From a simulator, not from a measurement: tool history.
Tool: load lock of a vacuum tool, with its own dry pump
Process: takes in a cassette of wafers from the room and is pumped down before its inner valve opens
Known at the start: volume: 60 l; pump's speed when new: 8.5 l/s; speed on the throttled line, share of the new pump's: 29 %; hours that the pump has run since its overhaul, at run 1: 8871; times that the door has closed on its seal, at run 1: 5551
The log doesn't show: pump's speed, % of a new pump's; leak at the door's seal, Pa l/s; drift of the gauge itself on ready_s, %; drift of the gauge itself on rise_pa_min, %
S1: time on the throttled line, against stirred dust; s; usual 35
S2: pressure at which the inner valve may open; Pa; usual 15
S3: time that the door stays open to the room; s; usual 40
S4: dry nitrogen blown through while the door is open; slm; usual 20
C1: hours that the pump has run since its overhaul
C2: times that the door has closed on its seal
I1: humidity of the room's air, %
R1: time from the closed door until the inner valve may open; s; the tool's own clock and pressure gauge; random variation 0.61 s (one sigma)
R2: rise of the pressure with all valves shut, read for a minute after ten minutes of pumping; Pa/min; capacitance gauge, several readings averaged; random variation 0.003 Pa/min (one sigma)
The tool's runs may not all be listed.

run	hour	S1	S2	S3	S4	C1	C2	I1	R1	R2
1	0	35	15	40	20	8871	5551	44.2	108.6	0.043
2	69.9	35	15	40	20	8941	5683	49.3	108.5	0.048
3	176.9	35	15	40	20	9048	5886	44.1	108.3	0.049
4	238.9	35	15	40	20	9110	6003	43.8	108.8	0.052
5	300.8	35	15	40	20	9172	6120	48.5	109.8	0.052
# hour 318.7: dry pump taken out, an overhauled one fitted
6	425.9	27	15	40	20	107	6346	42.7	82	0.046
7	541.3	35	15	40	20	223	6565	45.5	88.3	0.052
8	643.7	35	15	40	20	325	6759	47.4	88.7	0.058
9	715.3	35	15	40	20	397	6894	44.1	89.1	0.049
10	819.6	32	12	28	20	501	7092	45.3	89.1	0.051
11	921.1	19	15	40	11	602	7284	47	78.3	0.064
12	1035.2	35	12	59	5	716	7500	43.9	91.1	0.077
13	1118.5	35	15	94	16	800	7658	39.5	89.9	0.074
14	1245.5	27	15	94	16	927	7899	47	85.1	0.083
15	1364.8	35	15	49	6	1046	8125	44.8	91.2	0.071
16	1436.7	35	11	40	20	1118	8261	44.3	92.7	0.059
17	1510.8	35	11	103	20	1192	8401	43.2	92.5	0.083
18	1564.9	26	11	143	4	1246	8504	45.9	88.1	0.116

Some steps in R1 between neighbouring runs. How much of each would the tool show without its hidden state too (settings, what came in, random variation), and how much is left for the hidden state, with any gauge scatter that isn't in both results?
Run 5 -> 6: S1 35 -> 27, dry pump taken out, an overhauled one fitted. R1 -27.8 s: hidden state -20.3, all else -7.5.
